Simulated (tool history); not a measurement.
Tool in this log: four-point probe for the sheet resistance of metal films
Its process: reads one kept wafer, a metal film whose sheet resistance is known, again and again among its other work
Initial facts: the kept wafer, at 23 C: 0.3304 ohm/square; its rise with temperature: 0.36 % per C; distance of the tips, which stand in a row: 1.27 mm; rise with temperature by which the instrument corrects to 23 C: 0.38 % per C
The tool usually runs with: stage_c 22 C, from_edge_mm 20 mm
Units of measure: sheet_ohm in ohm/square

run     day  stage_c  from_edge_mm  sheet_ohm
  1       0       22            20     0.3329
  2     1.1       22             8   0.336742
  3    2.35       22             8    0.33677
  4   3.404       22            20   0.332954
  5   4.779       22            20   0.332971
  6    5.75       22            20   0.333136
  7   6.317       22            20   0.333168
  8   7.371       22            20   0.333142
  9   8.617       22            20   0.333311
 10   9.721       32            42   0.331964
 11  10.958       23            15   0.333704
 12  12.175       23            15   0.333692
 13  13.029       19            25   0.333195
     13.121  -- stage's thermometer calibrated
 14   14.15       19            25   0.333252
 15  15.346       18            11   0.335096
 16  16.108       28             8    0.33655
 17  17.021       33            55   0.331923
 18  18.138       33            55   0.331985

5 options for the next run, each taken on its own from the tool as it stands now. Forecast them:
  A  19.042       26            12          ?
  B  19.042       20            70          ?
  C  19.042       32            20          ?
  D  19.042       28             6          ?
  E  19.042       30            71          ?

run  sheet_ohm
  A   0.334246
  B   0.332828
  C   0.332723
  D   0.340107
  E   0.331993
Take away the tool's hidden state, keep each run's random variation, and the runs would have read:
run  sheet_ohm
  A   0.332134
  B   0.330731
  C   0.330612
  D   0.337959
  E   0.329889

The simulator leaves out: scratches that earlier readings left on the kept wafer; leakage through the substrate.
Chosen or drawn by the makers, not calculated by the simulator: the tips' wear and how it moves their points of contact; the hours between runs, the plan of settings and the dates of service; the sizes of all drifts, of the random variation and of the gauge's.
